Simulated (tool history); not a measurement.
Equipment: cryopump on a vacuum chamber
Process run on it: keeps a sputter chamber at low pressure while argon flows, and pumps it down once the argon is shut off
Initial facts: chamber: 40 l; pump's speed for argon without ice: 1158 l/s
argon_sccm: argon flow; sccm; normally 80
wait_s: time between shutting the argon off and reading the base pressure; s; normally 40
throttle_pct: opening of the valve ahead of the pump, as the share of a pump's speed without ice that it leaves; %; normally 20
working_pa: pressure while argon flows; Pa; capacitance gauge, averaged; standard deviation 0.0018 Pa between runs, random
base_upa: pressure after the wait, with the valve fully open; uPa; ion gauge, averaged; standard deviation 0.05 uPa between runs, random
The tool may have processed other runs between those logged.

run,hour,argon_sccm,wait_s,throttle_pct,working_pa,base_upa
1,0.0,80,40,20,0.6039,4.06
2,53.1,80,25,20,0.6083,5.76
3,95.2,80,25,20,0.6088,5.95
4,142.3,80,25,20,0.6090,5.80
5,187.8,80,25,20,0.6113,5.89
6,236.3,80,40,20,0.6135,4.52
7,298.8,80,40,20,0.6150,4.53
# hour 314.8: pump warmed up, emptied and cooled again
8,354.9,80,40,20,0.5884,4.24
9,385.0,80,40,20,0.5867,4.09
10,447.2,80,40,20,0.5873,4.27
11,494.9,80,40,20,0.5865,4.27
12,549.3,80,40,20,0.5901,4.19
13,578.6,128,40,20,0.9453,4.45
14,639.8,80,40,37,0.3234,4.43
15,672.7,80,40,24,0.4966,4.55
16,720.4,57,150,23,0.3689,2.50
# hour 747.5: leaking fittings of the chamber tightened, without venting
17,751.5,91,199,35,0.3938,0.89
18,804.6,52,218,57,0.1409,0.90
19,846.7,52,218,57,0.1420,0.94
20,906.9,52,66,47,0.1716,2.15
21,950.1,45,40,21,0.3204,3.21
22,992.4,123,40,18,1.0250,3.41
23,1035.6,123,40,18,1.0265,3.42
24,1085.1,157,33,16,1.4689,3.84
25,1127.2,74,265,28,0.4029,1.10
26,1193.4,138,28,27,0.7887,4.83
27,1231.2,138,28,27,0.7860,4.61
28,1276.7,138,28,27,0.7912,4.91
29,1340.1,92,138,21,0.6737,1.69

Alternative continuations, all from the tool just after run 29; predict every row:
A,1390.0,153,27,20,?,?
B,1390.0,70,42,17,?,?
C,1390.0,80,54,20,?,?
D,1390.0,57,138,21,?,?
E,1390.0,111,37,32,?,?

run,working_pa,base_upa
A,1.1722,5.15
B,0.6270,3.61
C,0.6132,3.10
D,0.4143,1.77
E,0.5458,3.98
What these runs would have given with no unlogged condition in the tool:
run,working_pa,base_upa
A,1.1186,4.44
B,0.6025,2.91
C,0.5852,2.39
D,0.3945,1.06
E,0.5070,3.28

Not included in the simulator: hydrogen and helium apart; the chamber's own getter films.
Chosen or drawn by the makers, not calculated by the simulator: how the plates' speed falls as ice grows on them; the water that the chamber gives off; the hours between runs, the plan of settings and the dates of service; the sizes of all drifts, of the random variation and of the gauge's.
